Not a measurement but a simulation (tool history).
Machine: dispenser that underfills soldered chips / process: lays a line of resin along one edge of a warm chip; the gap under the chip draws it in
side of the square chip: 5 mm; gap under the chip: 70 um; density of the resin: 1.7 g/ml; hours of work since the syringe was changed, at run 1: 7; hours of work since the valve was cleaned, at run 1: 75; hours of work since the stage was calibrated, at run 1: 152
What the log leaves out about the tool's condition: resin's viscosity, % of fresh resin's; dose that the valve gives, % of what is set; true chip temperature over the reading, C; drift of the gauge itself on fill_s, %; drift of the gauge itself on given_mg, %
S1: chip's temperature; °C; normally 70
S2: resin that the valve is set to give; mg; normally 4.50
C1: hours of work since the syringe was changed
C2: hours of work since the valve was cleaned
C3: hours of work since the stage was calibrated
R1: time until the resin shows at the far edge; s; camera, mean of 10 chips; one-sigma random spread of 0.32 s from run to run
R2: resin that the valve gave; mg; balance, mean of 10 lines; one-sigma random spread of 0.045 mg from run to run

run	hour	S1	S2	C1	C2	C3	R1	R2
1	0.0	70	4.50	7	75	152	13.7	4.30
2	5.0	70	4.50	11	78	155	15.6	4.25
# hour 7.6: new syringe of resin
3	10.3	70	4.50	2	81	158	11.3	4.35
4	19.8	70	4.50	8	88	164	14.4	4.33
5	24.4	70	5.67	11	90	167	15.1	5.36
# hour 26.8: new syringe of resin
6	32.0	70	5.67	3	95	172	11.3	5.43
7	41.0	70	5.67	9	101	177	14.1	5.30
# hour 45.9: new syringe of resin
8	46.3	70	5.67	0	104	181	10.1	5.39
9	55.6	70	4.67	6	110	187	13.8	4.40
10	62.3	70	5.13	10	114	191	14.7	4.85
# hour 65.2: new syringe of resin
11	68.7	70	5.13	2	118	195	10.5	4.81
12	77.6	70	4.50	8	124	200	14.0	4.17
# hour 84.2: new syringe of resin
13	86.6	70	4.50	2	129	206	11.3	4.17
14	92.6	70	4.50	5	133	210	13.6	4.17
# hour 94.3: dispensing valve cleaned and set on the balance
15	99.6	70	4.50	9	3	214	14.3	4.52
# hour 104.1: new syringe of resin
16	109.7	62	4.50	4	10	220	18.0	4.49
17	117.8	62	4.50	9	15	225	21.8	4.41
18	122.1	62	4.50	11	18	228	23.9	4.40
# hour 123.0: new syringe of resin
19	127.8	62	4.50	3	21	231	17.1	4.37
20	133.4	73	5.65	7	25	235	11.0	5.53
21	139.6	62	5.11	11	29	239	22.2	5.06
# hour 142.0: new syringe of resin
22	146.1	70	4.42	3	33	243	11.6	4.33
23	152.3	79	4.50	7	36	247	8.6	4.41
24	158.1	56	4.31	10	40	250	32.0	4.21
# hour 161.1: new syringe of resin
25	165.6	55	5.13	3	45	255	25.2	5.05
26	172.0	60	5.59	7	49	259	21.9	5.37
# hour 180.0: new syringe of resin
27	180.0	60	5.59	0	54	264	17.4	5.41
28	186.6	57	5.41	4	58	268	23.9	5.23
29	195.5	57	5.41	10	64	274	28.9	5.20
# hour 199.3: new syringe of resin
30	200.5	67	4.51	1	67	277	12.8	4.33
31	207.8	78	5.38	5	71	282	8.4	5.24
32	212.8	60	4.77	9	74	285	24.1	4.56
# hour 218.8: new syringe of resin
33	221.0	66	4.68	1	80	290	13.7	4.42
34	230.3	62	4.88	7	86	296	20.9	4.59
35	235.1	70	5.64	10	89	299	14.6	5.36
# hour 238.0: new syringe of resin
36	240.7	70	5.64	2	92	302	10.3	5.41

A few steps of R1 between consecutive runs. Split each: what settings, incoming material and random variation would produce without the hidden state, and what is left over for the hidden state, along with gauge scatter present in only one of the two compared results (measured, and without hidden state):
Run 23 -> 24: S1 79 -> 56, S2 4.50 -> 4.31. R1 +23.4 s: hidden state +7.2, all else +16.2.
Run 24 -> 25: S1 56 -> 55, S2 4.31 -> 5.13, new syringe of resin. R1 -6.8 s: hidden state -7.2, all else +0.4.
Run 29 -> 30: S1 57 -> 67, S2 5.41 -> 4.51, new syringe of resin. R1 -16.1 s: hidden state -7.7, all else -8.4.
Run 31 -> 32: S1 78 -> 60, S2 5.38 -> 4.77. R1 +15.7 s: hidden state +4.6, all else +11.1.
